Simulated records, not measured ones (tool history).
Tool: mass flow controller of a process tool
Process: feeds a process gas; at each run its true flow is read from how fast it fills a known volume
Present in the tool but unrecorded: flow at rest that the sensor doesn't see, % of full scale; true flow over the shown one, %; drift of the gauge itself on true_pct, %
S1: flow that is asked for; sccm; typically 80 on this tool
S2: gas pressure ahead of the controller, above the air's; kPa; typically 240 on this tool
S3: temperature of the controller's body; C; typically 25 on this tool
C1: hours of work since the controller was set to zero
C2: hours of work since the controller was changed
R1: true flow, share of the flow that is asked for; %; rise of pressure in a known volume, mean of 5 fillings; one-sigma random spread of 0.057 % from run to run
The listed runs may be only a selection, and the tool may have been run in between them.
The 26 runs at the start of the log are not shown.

{"run": 27, "hour": 3255.3, "S1": 65, "S2": 204, "S3": 36, "C1": 2487, "C2": 2487, "R1": 97.09}
{"run": 28, "hour": 3424.4, "S1": 65, "S2": 204, "S3": 36, "C1": 2598, "C2": 2598, "R1": 97.11}
{"run": 29, "hour": 3571.6, "S1": 140, "S2": 240, "S3": 33, "C1": 2694, "C2": 2694, "R1": 98.77}
{"run": 30, "hour": 3720.7, "S1": 140, "S2": 240, "S3": 33, "C1": 2791, "C2": 2791, "R1": 98.72}
{"run": 31, "hour": 3844.0, "S1": 140, "S2": 240, "S3": 33, "C1": 2872, "C2": 2872, "R1": 98.73}
{"run": 32, "hour": 3956.0, "S1": 80, "S2": 193, "S3": 25, "C1": 2945, "C2": 2945, "R1": 97.94}
{"run": 33, "hour": 4122.1, "S1": 149, "S2": 240, "S3": 25, "C1": 3053, "C2": 3053, "R1": 99.34}
{"run": 34, "hour": 4269.8, "S1": 149, "S2": 240, "S3": 25, "C1": 3150, "C2": 3150, "R1": 99.38}
{"run": 35, "hour": 4344.6, "S1": 63, "S2": 279, "S3": 37, "C1": 3199, "C2": 3199, "R1": 97.4}
{"run": 36, "hour": 4442.0, "S1": 32, "S2": 193, "S3": 25, "C1": 3262, "C2": 3262, "R1": 97.16}
{"run": 37, "hour": 4612.7, "S1": 32, "S2": 193, "S3": 25, "C1": 3374, "C2": 3374, "R1": 97.27}
{"run": 38, "hour": 4760.6, "S1": 32, "S2": 193, "S3": 25, "C1": 3470, "C2": 3470, "R1": 97.25}
{"run": 39, "hour": 4899.9, "S1": 21, "S2": 193, "S3": 34, "C1": 3561, "C2": 3561, "R1": 96.43}
{"run": 40, "hour": 5035.2, "S1": 94, "S2": 220, "S3": 26, "C1": 3650, "C2": 3650, "R1": 98.35}
{"run": 41, "hour": 5158.7, "S1": 94, "S2": 220, "S3": 26, "C1": 3730, "C2": 3730, "R1": 98.28}
{"run": 42, "hour": 5293.9, "S1": 80, "S2": 140, "S3": 20, "C1": 3819, "C2": 3819, "R1": 98.08}
{"run": 43, "hour": 5410.8, "S1": 152, "S2": 240, "S3": 35, "C1": 3895, "C2": 3895, "R1": 98.84}
{"run": 44, "hour": 5550.1, "S1": 152, "S2": 165, "S3": 31, "C1": 3986, "C2": 3986, "R1": 98.63}
{"run": 45, "hour": 5635.1, "S1": 80, "S2": 225, "S3": 25, "C1": 4042, "C2": 4042, "R1": 98.23}

Here are 4 independent what-if runs from the current tool condition. What would each one return?
{"run": "A", "hour": 5773.4, "S1": 80, "S2": 225, "S3": 31, "C1": 4132, "C2": 4132, "R1": "?"}
{"run": "B", "hour": 5773.4, "S1": 80, "S2": 172, "S3": 25, "C1": 4132, "C2": 4132, "R1": "?"}
{"run": "C", "hour": 5773.4, "S1": 184, "S2": 146, "S3": 28, "C1": 4132, "C2": 4132, "R1": "?"}
{"run": "D", "hour": 5773.4, "S1": 118, "S2": 240, "S3": 39, "C1": 4132, "C2": 4132, "R1": "?"}

run=A R1=97.87
run=B R1=97.89
run=C R1=99.21
run=D R1=98.05
Stripped of hidden state, with their random variation kept, the same runs would have yielded:
run=A R1=97.87
run=B R1=97.89
run=C R1=99.21
run=D R1=98.05
